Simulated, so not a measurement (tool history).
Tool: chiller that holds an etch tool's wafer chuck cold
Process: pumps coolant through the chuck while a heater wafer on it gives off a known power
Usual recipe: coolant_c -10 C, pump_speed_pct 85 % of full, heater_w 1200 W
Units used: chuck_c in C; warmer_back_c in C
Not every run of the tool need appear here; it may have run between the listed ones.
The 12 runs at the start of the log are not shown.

run	hour	coolant_c	pump_speed_pct	heater_w	hours since the coolant was changed and the channels were flushed	hours since the pump was overhauled	hours since the chiller's thermometer was calibrated	chuck_c	warmer_back_c
# hour 715.7: coolant pump overhauled
13	752.4	-18	85	1200	3913	37	92	-7	2.42
14	819.4	-18	85	1200	3980	104	159	-7.1	2.42
15	868.5	-18	85	1200	4029	153	208	-6.9	2.44
16	936.6	-18	85	1200	4097	221	276	-6.7	2.42
17	1013.7	-19	74	760	4174	298	353	-11.4	1.79
# hour 1063.2: coolant pump overhauled, once more
18	1102.4	-20	73	1372	4258	39	437	-6.3	3.28
19	1154.5	-20	73	1372	4310	91	489	-6.3	3.3
20	1238.5	-10	76	1443	4394	175	573	4.4	3.34

Run 21 has not been measured yet. What should we expect?
21	1281.3	-9	83	1443	4437	218	616	?	?

Run 21 produced chuck_c 4.6 C, warmer_back_c 3.05 C.
If the tool had no hidden condition, the same run with the same run-to-run variation would have returned chuck_c 3.3 C, warmer_back_c 3.03 C.

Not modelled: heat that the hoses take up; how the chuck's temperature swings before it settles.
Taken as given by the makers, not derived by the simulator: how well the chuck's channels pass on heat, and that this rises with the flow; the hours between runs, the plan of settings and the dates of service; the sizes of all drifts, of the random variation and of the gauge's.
